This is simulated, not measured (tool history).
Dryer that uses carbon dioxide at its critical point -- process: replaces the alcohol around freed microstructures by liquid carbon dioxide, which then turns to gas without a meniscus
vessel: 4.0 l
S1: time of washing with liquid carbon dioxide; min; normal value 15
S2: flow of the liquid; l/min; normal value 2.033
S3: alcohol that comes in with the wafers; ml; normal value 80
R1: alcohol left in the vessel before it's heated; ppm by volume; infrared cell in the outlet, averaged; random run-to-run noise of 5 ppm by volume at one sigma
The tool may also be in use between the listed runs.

run   hour  S1     S2   S3   R1
  1    0.0  15  2.033   80  166
  2   14.1  15  2.033   80  168
  3   28.0  21  2.033   80  154
  4   45.9  21  2.033   80  151
  5   70.9  15  2.033   80  174
  6   89.2  10  2.033   80  394
  7  118.0  15  2.033   80  189
  8  141.5  15  2.033   80  188
  9  165.5  15  2.033   33  171
 10  186.4  21  1.680  116  183
     206.9  -- inlet filter changed
 11  207.0  21  1.680  116  179
 12  234.2  11  1.370  104  970
 13  254.0  15  1.990   32  187
 14  278.7  14  3.310   80  175
 15  307.4  22  2.033   80  180

Each run again, without the hidden state but with its own random variation kept:
The hidden state here: flow that reaches the vessel past the clogged filter, %; alcohol in the recycled carbon dioxide, ppm; drift of the gauge itself on alcohol_ppm, %.
run   R1
  1   22
  2   23
  3   12
  4    5
  5   21
  6  187
  7   30
  8   23
  9    8
 10   19
 11   15
 12  792
 13   15
 14    5
 15   11
